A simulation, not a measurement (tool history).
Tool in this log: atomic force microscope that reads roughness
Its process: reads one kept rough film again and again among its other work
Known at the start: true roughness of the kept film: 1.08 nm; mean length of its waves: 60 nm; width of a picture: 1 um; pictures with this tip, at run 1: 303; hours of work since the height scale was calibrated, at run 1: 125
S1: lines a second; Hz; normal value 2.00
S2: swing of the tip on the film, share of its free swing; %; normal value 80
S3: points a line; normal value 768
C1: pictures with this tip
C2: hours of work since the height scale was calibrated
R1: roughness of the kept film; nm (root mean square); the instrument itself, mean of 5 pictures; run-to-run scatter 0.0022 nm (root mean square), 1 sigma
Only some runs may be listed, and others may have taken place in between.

run 1 hour=0.0 | S1=2.00 S2=80 S3=768 | C1=303 C2=125 | R1=0.969
-- hour=2.8 new tip fitted
run 2 hour=9.9 | S1=2.00 S2=71 S3=768 | C1=11 C2=130 | R1=1.016
run 3 hour=18.5 | S1=2.00 S2=71 S3=768 | C1=24 C2=135 | R1=1.009
run 4 hour=26.8 | S1=2.00 S2=71 S3=768 | C1=36 C2=140 | R1=1.007
run 5 hour=34.2 | S1=2.00 S2=80 S3=768 | C1=48 C2=144 | R1=0.975
run 6 hour=43.0 | S1=2.00 S2=80 S3=768 | C1=61 C2=149 | R1=0.971
run 7 hour=51.2 | S1=2.00 S2=65 S3=768 | C1=73 C2=154 | R1=1.029
run 8 hour=60.3 | S1=2.00 S2=65 S3=768 | C1=87 C2=159 | R1=1.026
run 9 hour=67.4 | S1=0.56 S2=65 S3=768 | C1=98 C2=163 | R1=1.059
run 10 hour=75.9 | S1=2.00 S2=71 S3=768 | C1=111 C2=168 | R1=1.008
run 11 hour=80.5 | S1=2.00 S2=71 S3=768 | C1=118 C2=171 | R1=1.007
run 12 hour=88.4 | S1=2.00 S2=71 S3=707 | C1=130 C2=175 | R1=1.007
run 13 hour=94.0 | S1=3.80 S2=58 S3=662 | C1=138 C2=179 | R1=1.012
run 14 hour=103.2 | S1=3.80 S2=58 S3=662 | C1=152 C2=184 | R1=1.014
run 15 hour=110.8 | S1=2.00 S2=83 S3=396 | C1=164 C2=188 | R1=0.955
run 16 hour=116.5 | S1=2.00 S2=60 S3=396 | C1=172 C2=192 | R1=1.034
run 17 hour=123.4 | S1=1.15 S2=90 S3=396 | C1=183 C2=196 | R1=0.971
run 18 hour=129.8 | S1=1.15 S2=90 S3=396 | C1=193 C2=199 | R1=0.973
run 19 hour=137.5 | S1=1.15 S2=90 S3=396 | C1=204 C2=204 | R1=0.979
run 20 hour=144.1 | S1=1.49 S2=67 S3=557 | C1=214 C2=208 | R1=1.024

Alternative continuations, all from the tool just after run 20; predict every row:
run A hour=153.0 | S1=2.26 S2=56 S3=768 | C1=228 C2=213 | R1=?
run B hour=153.0 | S1=0.91 S2=76 S3=557 | C1=228 C2=213 | R1=?
run C hour=153.0 | S1=1.46 S2=65 S3=557 | C1=228 C2=213 | R1=?

run=A R1=1.038
run=B R1=1.033
run=C R1=1.031
Stripped of hidden state, with their random variation kept, the same runs would have yielded:
run=A R1=1.042
run=B R1=1.037
run=C R1=1.035
